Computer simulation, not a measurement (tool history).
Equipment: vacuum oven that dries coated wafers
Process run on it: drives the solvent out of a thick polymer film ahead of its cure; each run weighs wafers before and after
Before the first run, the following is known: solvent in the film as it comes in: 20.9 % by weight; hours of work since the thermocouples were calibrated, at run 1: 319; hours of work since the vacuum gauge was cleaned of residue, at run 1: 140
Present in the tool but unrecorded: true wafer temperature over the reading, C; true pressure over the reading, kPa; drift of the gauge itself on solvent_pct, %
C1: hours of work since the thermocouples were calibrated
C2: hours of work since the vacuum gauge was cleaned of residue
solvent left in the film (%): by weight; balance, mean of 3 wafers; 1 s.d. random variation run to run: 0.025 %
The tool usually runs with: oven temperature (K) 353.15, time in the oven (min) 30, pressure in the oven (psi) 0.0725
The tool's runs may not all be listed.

run 1 hour=0 | oven_temperature_(K)=353.15 time_in_the_oven_(min)=30 pressure_in_the_oven_(psi)=0.0725 | C1=319 C2=140 | solvent_left_in_the_film_(%)=1.01
run 2 hour=35.8 | oven_temperature_(K)=353.15 time_in_the_oven_(min)=30 pressure_in_the_oven_(psi)=0.0725 | C1=337 C2=159 | solvent_left_in_the_film_(%)=0.98
run 3 hour=77.7 | oven_temperature_(K)=353.15 time_in_the_oven_(min)=30 pressure_in_the_oven_(psi)=0.0725 | C1=359 C2=180 | solvent_left_in_the_film_(%)=1.01
run 4 hour=116.2 | oven_temperature_(K)=353.15 time_in_the_oven_(min)=30 pressure_in_the_oven_(psi)=0.0725 | C1=378 C2=200 | solvent_left_in_the_film_(%)=1.02
run 5 hour=147.6 | oven_temperature_(K)=353.15 time_in_the_oven_(min)=30 pressure_in_the_oven_(psi)=0.0725 | C1=394 C2=216 | solvent_left_in_the_film_(%)=1.02
run 6 hour=168.1 | oven_temperature_(K)=353.15 time_in_the_oven_(min)=30 pressure_in_the_oven_(psi)=0.0725 | C1=405 C2=226 | solvent_left_in_the_film_(%)=0.99
run 7 hour=198.4 | oven_temperature_(K)=353.15 time_in_the_oven_(min)=30 pressure_in_the_oven_(psi)=0.0725 | C1=420 C2=242 | solvent_left_in_the_film_(%)=0.94
run 8 hour=228.8 | oven_temperature_(K)=353.15 time_in_the_oven_(min)=30 pressure_in_the_oven_(psi)=0.0725 | C1=436 C2=257 | solvent_left_in_the_film_(%)=0.97
run 9 hour=257.1 | oven_temperature_(K)=353.15 time_in_the_oven_(min)=30 pressure_in_the_oven_(psi)=0.0725 | C1=450 C2=272 | solvent_left_in_the_film_(%)=0.98
run 10 hour=277.7 | oven_temperature_(K)=353.15 time_in_the_oven_(min)=30 pressure_in_the_oven_(psi)=0.0725 | C1=461 C2=282 | solvent_left_in_the_film_(%)=0.97
run 11 hour=320.1 | oven_temperature_(K)=353.15 time_in_the_oven_(min)=30 pressure_in_the_oven_(psi)=0.0725 | C1=482 C2=304 | solvent_left_in_the_film_(%)=0.93
run 12 hour=357.2 | oven_temperature_(K)=353.15 time_in_the_oven_(min)=30 pressure_in_the_oven_(psi)=0.0725 | C1=501 C2=323 | solvent_left_in_the_film_(%)=0.94
run 13 hour=380.4 | oven_temperature_(K)=353.15 time_in_the_oven_(min)=30 pressure_in_the_oven_(psi)=0.0725 | C1=513 C2=335 | solvent_left_in_the_film_(%)=0.96
run 14 hour=404.1 | oven_temperature_(K)=353.15 time_in_the_oven_(min)=30 pressure_in_the_oven_(psi)=0.0725 | C1=525 C2=347 | solvent_left_in_the_film_(%)=1.01
run 15 hour=445.7 | oven_temperature_(K)=353.15 time_in_the_oven_(min)=30 pressure_in_the_oven_(psi)=0.0569 | C1=547 C2=368 | solvent_left_in_the_film_(%)=0.89
run 16 hour=471.2 | oven_temperature_(K)=353.15 time_in_the_oven_(min)=30 pressure_in_the_oven_(psi)=0.0725 | C1=560 C2=381 | solvent_left_in_the_film_(%)=0.96
run 17 hour=508.1 | oven_temperature_(K)=365.15 time_in_the_oven_(min)=30 pressure_in_the_oven_(psi)=0.0725 | C1=578 C2=400 | solvent_left_in_the_film_(%)=0.23
run 18 hour=547.3 | oven_temperature_(K)=365.15 time_in_the_oven_(min)=30 pressure_in_the_oven_(psi)=0.0725 | C1=599 C2=420 | solvent_left_in_the_film_(%)=0.23
run 19 hour=571.9 | oven_temperature_(K)=365.15 time_in_the_oven_(min)=30 pressure_in_the_oven_(psi)=0.0725 | C1=611 C2=433 | solvent_left_in_the_film_(%)=0.22
run 20 hour=611.5 | oven_temperature_(K)=365.15 time_in_the_oven_(min)=30 pressure_in_the_oven_(psi)=0.0725 | C1=631 C2=453 | solvent_left_in_the_film_(%)=0.23
run 21 hour=641.7 | oven_temperature_(K)=353.15 time_in_the_oven_(min)=30 pressure_in_the_oven_(psi)=0.0725 | C1=647 C2=468 | solvent_left_in_the_film_(%)=0.91
run 22 hour=681.8 | oven_temperature_(K)=353.15 time_in_the_oven_(min)=30 pressure_in_the_oven_(psi)=0.0725 | C1=667 C2=489 | solvent_left_in_the_film_(%)=0.94
run 23 hour=722.2 | oven_temperature_(K)=353.15 time_in_the_oven_(min)=30 pressure_in_the_oven_(psi)=0.0725 | C1=688 C2=509 | solvent_left_in_the_film_(%)=0.96
run 24 hour=750.9 | oven_temperature_(K)=351.15 time_in_the_oven_(min)=30 pressure_in_the_oven_(psi)=0.0725 | C1=703 C2=524 | solvent_left_in_the_film_(%)=1.21
run 25 hour=778.7 | oven_temperature_(K)=352.15 time_in_the_oven_(min)=22 pressure_in_the_oven_(psi)=0.2348 | C1=717 C2=538 | solvent_left_in_the_film_(%)=2.62
run 26 hour=816.8 | oven_temperature_(K)=352.15 time_in_the_oven_(min)=22 pressure_in_the_oven_(psi)=0.2348 | C1=736 C2=558 | solvent_left_in_the_film_(%)=2.61
run 27 hour=839.3 | oven_temperature_(K)=345.15 time_in_the_oven_(min)=49 pressure_in_the_oven_(psi)=0.1362 | C1=748 C2=569 | solvent_left_in_the_film_(%)=1.25
run 28 hour=882 | oven_temperature_(K)=354.15 time_in_the_oven_(min)=35 pressure_in_the_oven_(psi)=0.1362 | C1=769 C2=591 | solvent_left_in_the_film_(%)=0.83
run 29 hour=904.7 | oven_temperature_(K)=363.15 time_in_the_oven_(min)=32 pressure_in_the_oven_(psi)=0.0577 | C1=781 C2=603 | solvent_left_in_the_film_(%)=0.22
run 30 hour=933.7 | oven_temperature_(K)=363.15 time_in_the_oven_(min)=32 pressure_in_the_oven_(psi)=0.0577 | C1=796 C2=617 | solvent_left_in_the_film_(%)=0.2
run 31 hour=966.7 | oven_temperature_(K)=353.15 time_in_the_oven_(min)=30 pressure_in_the_oven_(psi)=0.0995 | C1=813 C2=634 | solvent_left_in_the_film_(%)=1.01
run 32 hour=996.1 | oven_temperature_(K)=353.15 time_in_the_oven_(min)=20 pressure_in_the_oven_(psi)=0.1134 | C1=828 C2=649 | solvent_left_in_the_film_(%)=2.31
run 33 hour=1020.9 | oven_temperature_(K)=338.15 time_in_the_oven_(min)=16 pressure_in_the_oven_(psi)=0.084 | C1=840 C2=662 | solvent_left_in_the_film_(%)=8.1
run 34 hour=1048.4 | oven_temperature_(K)=338.15 time_in_the_oven_(min)=16 pressure_in_the_oven_(psi)=0.084 | C1=854 C2=676 | solvent_left_in_the_film_(%)=8.17
run 35 hour=1074 | oven_temperature_(K)=338.15 time_in_the_oven_(min)=16 pressure_in_the_oven_(psi)=0.084 | C1=868 C2=689 | solvent_left_in_the_film_(%)=7.98
run 36 hour=1104.8 | oven_temperature_(K)=338.15 time_in_the_oven_(min)=16 pressure_in_the_oven_(psi)=0.084 | C1=883 C2=705 | solvent_left_in_the_film_(%)=8.18
run 37 hour=1141.2 | oven_temperature_(K)=338.15 time_in_the_oven_(min)=16 pressure_in_the_oven_(psi)=0.084 | C1=902 C2=723 | solvent_left_in_the_film_(%)=8.16
run 38 hour=1162.2 | oven_temperature_(K)=353.15 time_in_the_oven_(min)=29 pressure_in_the_oven_(psi)=0.2673 | C1=913 C2=734 | solvent_left_in_the_film_(%)=1.66
run 39 hour=1200.9 | oven_temperature_(K)=344.15 time_in_the_oven_(min)=30 pressure_in_the_oven_(psi)=0.0725 | C1=932 C2=754 | solvent_left_in_the_film_(%)=2.53
run 40 hour=1234 | oven_temperature_(K)=350.15 time_in_the_oven_(min)=52 pressure_in_the_oven_(psi)=0.0434 | C1=949 C2=771 | solvent_left_in_the_film_(%)=0.37
run 41 hour=1266.8 | oven_temperature_(K)=352.15 time_in_the_oven_(min)=25 pressure_in_the_oven_(psi)=0.0725 | C1=966 C2=788 | solvent_left_in_the_film_(%)=1.48
run 42 hour=1308.5 | oven_temperature_(K)=353.15 time_in_the_oven_(min)=48 pressure_in_the_oven_(psi)=0.1767 | C1=987 C2=809 | solvent_left_in_the_film_(%)=0.74
run 43 hour=1345.8 | oven_temperature_(K)=353.15 time_in_the_oven_(min)=48 pressure_in_the_oven_(psi)=0.1767 | C1=1006 C2=828 | solvent_left_in_the_film_(%)=0.76
run 44 hour=1367.6 | oven_temperature_(K)=353.15 time_in_the_oven_(min)=48 pressure_in_the_oven_(psi)=0.1767 | C1=1018 C2=839 | solvent_left_in_the_film_(%)=0.76
run 45 hour=1405.9 | oven_temperature_(K)=353.15 time_in_the_oven_(min)=48 pressure_in_the_oven_(psi)=0.1767 | C1=1037 C2=859 | solvent_left_in_the_film_(%)=0.78
run 46 hour=1440.7 | oven_temperature_(K)=353.15 time_in_the_oven_(min)=30 pressure_in_the_oven_(psi)=0.2467 | C1=1055 C2=876 | solvent_left_in_the_film_(%)=1.51

Measured minus without-hidden-state, run by run (identical run-to-run variation in each term; gauge scatter may differ):
run=1 solvent_left_in_the_film_(%)=-0.1
run=2 solvent_left_in_the_film_(%)=-0.11
run=3 solvent_left_in_the_film_(%)=-0.11
run=4 solvent_left_in_the_film_(%)=-0.12
run=5 solvent_left_in_the_film_(%)=-0.12
run=6 solvent_left_in_the_film_(%)=-0.12
run=7 solvent_left_in_the_film_(%)=-0.12
run=8 solvent_left_in_the_film_(%)=-0.12
run=9 solvent_left_in_the_film_(%)=-0.12
run=10 solvent_left_in_the_film_(%)=-0.13
run=11 solvent_left_in_the_film_(%)=-0.13
run=12 solvent_left_in_the_film_(%)=-0.13
run=13 solvent_left_in_the_film_(%)=-0.14
run=14 solvent_left_in_the_film_(%)=-0.14
run=15 solvent_left_in_the_film_(%)=-0.14
run=16 solvent_left_in_the_film_(%)=-0.14
run=17 solvent_left_in_the_film_(%)=-0.01
run=18 solvent_left_in_the_film_(%)=-0.01
run=19 solvent_left_in_the_film_(%)=-0.01
run=20 solvent_left_in_the_film_(%)=-0.01
run=21 solvent_left_in_the_film_(%)=-0.16
run=22 solvent_left_in_the_film_(%)=-0.16
run=23 solvent_left_in_the_film_(%)=-0.16
run=24 solvent_left_in_the_film_(%)=-0.2
run=25 solvent_left_in_the_film_(%)=-0.34
run=26 solvent_left_in_the_film_(%)=-0.34
run=27 solvent_left_in_the_film_(%)=-0.15
run=28 solvent_left_in_the_film_(%)=-0.11
run=29 solvent_left_in_the_film_(%)=-0.01
run=30 solvent_left_in_the_film_(%)=-0.01
run=31 solvent_left_in_the_film_(%)=-0.18
run=32 solvent_left_in_the_film_(%)=-0.38
run=33 solvent_left_in_the_film_(%)=-0.55
run=34 solvent_left_in_the_film_(%)=-0.57
run=35 solvent_left_in_the_film_(%)=-0.57
run=36 solvent_left_in_the_film_(%)=-0.59
run=37 solvent_left_in_the_film_(%)=-0.6
run=38 solvent_left_in_the_film_(%)=-0.25
run=39 solvent_left_in_the_film_(%)=-0.44
run=40 solvent_left_in_the_film_(%)=-0.03
run=41 solvent_left_in_the_film_(%)=-0.32
run=42 solvent_left_in_the_film_(%)=-0.04
run=43 solvent_left_in_the_film_(%)=-0.05
run=44 solvent_left_in_the_film_(%)=-0.05
run=45 solvent_left_in_the_film_(%)=-0.05
run=46 solvent_left_in_the_film_(%)=-0.25

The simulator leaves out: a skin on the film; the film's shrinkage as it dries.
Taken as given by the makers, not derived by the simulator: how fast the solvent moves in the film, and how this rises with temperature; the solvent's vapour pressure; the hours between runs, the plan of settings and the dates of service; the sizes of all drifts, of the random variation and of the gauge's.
